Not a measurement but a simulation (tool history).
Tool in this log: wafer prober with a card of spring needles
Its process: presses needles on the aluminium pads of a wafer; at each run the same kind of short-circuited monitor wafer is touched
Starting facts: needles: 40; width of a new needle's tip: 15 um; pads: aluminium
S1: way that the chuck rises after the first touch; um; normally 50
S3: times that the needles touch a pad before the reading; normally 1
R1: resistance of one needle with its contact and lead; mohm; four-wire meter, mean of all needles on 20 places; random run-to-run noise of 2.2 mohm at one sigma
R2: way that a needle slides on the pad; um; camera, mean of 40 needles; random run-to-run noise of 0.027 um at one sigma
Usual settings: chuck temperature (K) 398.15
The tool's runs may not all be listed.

{"run": 1, "hour": 0.0, "S1": 50, "chuck temperature (K)": 398.15, "S3": 1, "R1": 486, "R2": 11.68}
{"hour": 6.5, "done": "tips cleaned on abrasive film"}
{"run": 2, "hour": 19.0, "S1": 50, "chuck temperature (K)": 398.15, "S3": 1, "R1": 557, "R2": 11.72}
{"hour": 20.9, "done": "tips cleaned on abrasive film"}
{"hour": 36.9, "done": "tips cleaned on abrasive film"}
{"run": 3, "hour": 40.2, "S1": 50, "chuck temperature (K)": 398.15, "S3": 1, "R1": 385, "R2": 11.67}
{"run": 4, "hour": 49.7, "S1": 50, "chuck temperature (K)": 398.15, "S3": 1, "R1": 570, "R2": 11.63}
{"hour": 51.7, "done": "tips cleaned on abrasive film"}
{"run": 5, "hour": 63.5, "S1": 50, "chuck temperature (K)": 398.15, "S3": 1, "R1": 565, "R2": 11.63}
{"hour": 66.5, "done": "tips cleaned on abrasive film"}
{"hour": 81.6, "done": "tips cleaned on abrasive film"}
{"run": 6, "hour": 86.4, "S1": 50, "chuck temperature (K)": 398.15, "S3": 1, "R1": 426, "R2": 11.57}
{"hour": 96.6, "done": "tips cleaned on abrasive film"}
{"run": 7, "hour": 108.7, "S1": 50, "chuck temperature (K)": 398.15, "S3": 1, "R1": 575, "R2": 11.56}
{"hour": 111.0, "done": "tips cleaned on abrasive film"}
{"hour": 125.1, "done": "tips cleaned on abrasive film"}
{"run": 8, "hour": 127.9, "S1": 49, "chuck temperature (K)": 398.15, "S3": 1, "R1": 389, "R2": 11.32}
{"hour": 139.4, "done": "tips cleaned on abrasive film"}
{"run": 9, "hour": 151.4, "S1": 50, "chuck temperature (K)": 315.15, "S3": 1, "R1": 612, "R2": 11.58}
{"hour": 153.7, "done": "tips cleaned on abrasive film"}
{"hour": 168.7, "done": "tips cleaned on abrasive film"}
{"run": 10, "hour": 171.1, "S1": 50, "chuck temperature (K)": 315.15, "S3": 1, "R1": 353, "R2": 11.52}
{"hour": 183.7, "done": "tips cleaned on abrasive film"}
{"run": 11, "hour": 186.7, "S1": 50, "chuck temperature (K)": 315.15, "S3": 1, "R1": 376, "R2": 11.49}
{"hour": 197.9, "done": "tips cleaned on abrasive film"}
{"run": 12, "hour": 201.1, "S1": 50, "chuck temperature (K)": 312.15, "S3": 1, "R1": 380, "R2": 11.4}
{"hour": 212.3, "done": "tips cleaned on abrasive film"}
{"run": 13, "hour": 218.1, "S1": 50, "chuck temperature (K)": 298.15, "S3": 1, "R1": 462, "R2": 11.48}
{"hour": 226.4, "done": "tips cleaned on abrasive film"}
{"run": 14, "hour": 236.5, "S1": 50, "chuck temperature (K)": 398.15, "S3": 2, "R1": 441, "R2": 11.43}
{"hour": 240.4, "done": "tips cleaned on abrasive film"}
{"hour": 255.0, "done": "tips cleaned on abrasive film"}
{"run": 15, "hour": 257.7, "S1": 50, "chuck temperature (K)": 398.15, "S3": 1, "R1": 399, "R2": 11.41}
{"hour": 269.5, "done": "tips cleaned on abrasive film"}
{"run": 16, "hour": 269.5, "S1": 50, "chuck temperature (K)": 398.15, "S3": 1, "R1": 288, "R2": 11.43}
{"hour": 285.3, "done": "tips cleaned on abrasive film"}
{"run": 17, "hour": 286.6, "S1": 50, "chuck temperature (K)": 398.15, "S3": 1, "R1": 331, "R2": 11.36}
{"hour": 300.0, "done": "tips cleaned on abrasive film"}
{"run": 18, "hour": 300.0, "S1": 31, "chuck temperature (K)": 355.15, "S3": 2, "R1": 297, "R2": 6.93}
{"hour": 305.6, "done": "height of the first contact set anew"}
{"hour": 315.2, "done": "tips cleaned on abrasive film"}
{"run": 19, "hour": 318.0, "S1": 31, "chuck temperature (K)": 355.15, "S3": 2, "R1": 467, "R2": 7.27}
{"hour": 330.9, "done": "tips cleaned on abrasive film"}
{"run": 20, "hour": 341.2, "S1": 43, "chuck temperature (K)": 330.15, "S3": 1, "R1": 683, "R2": 10.07}
{"hour": 345.0, "done": "tips cleaned on abrasive film"}
{"hour": 359.4, "done": "tips cleaned on abrasive film"}
{"run": 21, "hour": 360.2, "S1": 50, "chuck temperature (K)": 299.15, "S3": 3, "R1": 249, "R2": 11.74}
{"run": 22, "hour": 369.9, "S1": 68, "chuck temperature (K)": 346.15, "S3": 2, "R1": 343, "R2": 15.97}
{"hour": 373.3, "done": "tips cleaned on abrasive film"}
{"hour": 387.5, "done": "tips cleaned on abrasive film"}
{"run": 23, "hour": 391.5, "S1": 33, "chuck temperature (K)": 305.15, "S3": 1, "R1": 687, "R2": 7.7}
{"hour": 403.2, "done": "tips cleaned on abrasive film"}
{"run": 24, "hour": 403.9, "S1": 55, "chuck temperature (K)": 398.15, "S3": 1, "R1": 311, "R2": 12.83}
{"hour": 418.4, "done": "tips cleaned on abrasive film"}
{"run": 25, "hour": 426.8, "S1": 36, "chuck temperature (K)": 387.15, "S3": 2, "R1": 554, "R2": 8.29}
{"hour": 433.4, "done": "tips cleaned on abrasive film"}
{"hour": 447.3, "done": "tips cleaned on abrasive film"}
{"run": 26, "hour": 448.0, "S1": 36, "chuck temperature (K)": 387.15, "S3": 2, "R1": 319, "R2": 8.32}
{"run": 27, "hour": 459.9, "S1": 36, "chuck temperature (K)": 387.15, "S3": 2, "R1": 669, "R2": 8.34}
{"hour": 461.8, "done": "tips cleaned on abrasive film"}
{"run": 28, "hour": 472.6, "S1": 66, "chuck temperature (K)": 324.15, "S3": 2, "R1": 341, "R2": 15.38}
{"hour": 475.7, "done": "tips cleaned on abrasive film"}
{"run": 29, "hour": 488.4, "S1": 46, "chuck temperature (K)": 353.15, "S3": 1, "R1": 692, "R2": 10.66}
{"hour": 490.4, "done": "tips cleaned on abrasive film"}
{"hour": 505.5, "done": "tips cleaned on abrasive film"}
{"run": 30, "hour": 505.5, "S1": 41, "chuck temperature (K)": 326.15, "S3": 2, "R1": 260, "R2": 9.47}
{"hour": 519.7, "done": "tips cleaned on abrasive film"}
{"run": 31, "hour": 525.3, "S1": 41, "chuck temperature (K)": 368.15, "S3": 2, "R1": 456, "R2": 9.46}
{"hour": 534.7, "done": "tips cleaned on abrasive film"}
{"run": 32, "hour": 547.8, "S1": 30, "chuck temperature (K)": 344.15, "S3": 2, "R1": 938, "R2": 6.82}
{"hour": 550.1, "done": "tips cleaned on abrasive film"}
{"hour": 565.5, "done": "tips cleaned on abrasive film"}
{"run": 33, "hour": 565.5, "S1": 30, "chuck temperature (K)": 344.15, "S3": 2, "R1": 346, "R2": 6.79}

Here are 3 independent what-if runs from the current tool condition. What would each one return?
{"run": "A", "hour": 576.2, "S1": 50, "chuck temperature (K)": 314.15, "S3": 1, "R1": "?", "R2": "?"}
{"run": "B", "hour": 576.2, "S1": 30, "chuck temperature (K)": 330.15, "S3": 2, "R1": "?", "R2": "?"}
{"run": "C", "hour": 576.2, "S1": 54, "chuck temperature (K)": 398.15, "S3": 3, "R1": "?", "R2": "?"}

run=A R1=609 R2=11.56
run=B R1=879 R2=6.83
run=C R1=350 R2=12.45
Had the tool no hidden state, the same runs would have come out as:
run=A R1=224 R2=11.83
run=B R1=259 R2=7.09
run=C R1=243 R2=12.71
